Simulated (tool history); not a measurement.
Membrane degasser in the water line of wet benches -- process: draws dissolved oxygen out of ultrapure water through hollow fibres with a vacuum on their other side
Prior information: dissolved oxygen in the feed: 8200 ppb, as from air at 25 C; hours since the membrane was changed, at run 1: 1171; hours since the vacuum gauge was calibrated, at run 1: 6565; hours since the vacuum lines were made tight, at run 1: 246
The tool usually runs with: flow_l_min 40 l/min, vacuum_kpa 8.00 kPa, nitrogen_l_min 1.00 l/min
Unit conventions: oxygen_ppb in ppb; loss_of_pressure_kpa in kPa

run,hour,flow_l_min,vacuum_kpa,nitrogen_l_min,hours since the membrane was changed,hours since the vacuum gauge was calibrated,hours since the vacuum lines were made tight,oxygen_ppb,loss_of_pressure_kpa
1,0.0,40,8.00,1.00,1171,6565,246,408.0,44.35
2,63.3,40,8.25,1.00,1234,6629,309,429.6,44.53
3,111.1,40,8.25,1.00,1282,6676,357,434.3,44.06
4,156.0,40,8.25,1.00,1327,6721,402,425.9,44.22
5,199.7,40,8.25,1.00,1371,6765,445,429.9,44.22
6,226.4,40,8.00,1.00,1397,6792,472,408.9,44.68
7,271.4,40,8.00,1.00,1442,6837,517,408.5,44.21
# hour 293.4: vacuum gauge calibrated
8,334.0,40,8.00,1.00,1504,41,579,382.5,44.44
9,391.3,40,7.95,1.00,1562,98,636,386.7,44.79
10,431.1,31,8.00,1.00,1602,138,676,307.6,34.27
11,486.6,40,8.00,1.00,1657,193,732,380.1,44.51
12,543.9,40,8.00,0.64,1714,251,789,515.1,44.46
13,577.4,43,8.00,0.65,1748,284,823,548.4,47.81
14,633.7,43,8.00,0.65,1804,340,879,550.6,47.84
15,696.1,47,6.31,1.00,1867,403,941,301.3,52.58
16,748.8,47,6.31,1.00,1919,455,994,305.9,52.60
17,790.4,47,6.31,1.00,1961,497,1036,309.1,52.91
18,819.1,39,5.02,0.86,1990,526,1064,171.8,43.58
19,862.3,29,12.87,0.86,2033,569,1107,623.3,32.51
20,912.6,46,8.00,1.40,2083,619,1158,348.4,51.29
21,939.9,46,8.00,1.40,2110,646,1185,341.5,51.10
22,979.7,38,16.58,0.46,2150,686,1225,1591.0,42.36
23,1032.5,38,16.58,0.46,2203,739,1278,1591.0,42.80

Alternative continuations, all from the tool just after run 23; predict every row:
A,1082.5,53,8.00,1.00,2253,789,1328,?,?
B,1082.5,38,9.53,0.46,2253,789,1328,?,?
C,1082.5,38,16.58,0.42,2253,789,1328,?,?
D,1082.5,57,9.83,0.47,2253,789,1328,?,?
E,1082.5,40,15.17,0.62,2253,789,1328,?,?

run,oxygen_ppb,loss_of_pressure_kpa
A,507.7,59.74
B,812.4,42.58
C,1684.1,42.47
D,1132.6,64.12
E,1242.7,45.01
Stripped of hidden state, with their random variation kept, the same runs would have yielded:
run,oxygen_ppb,loss_of_pressure_kpa
A,500.6,58.58
B,808.4,41.76
C,1681.1,41.65
D,1124.0,62.88
E,1239.1,44.14

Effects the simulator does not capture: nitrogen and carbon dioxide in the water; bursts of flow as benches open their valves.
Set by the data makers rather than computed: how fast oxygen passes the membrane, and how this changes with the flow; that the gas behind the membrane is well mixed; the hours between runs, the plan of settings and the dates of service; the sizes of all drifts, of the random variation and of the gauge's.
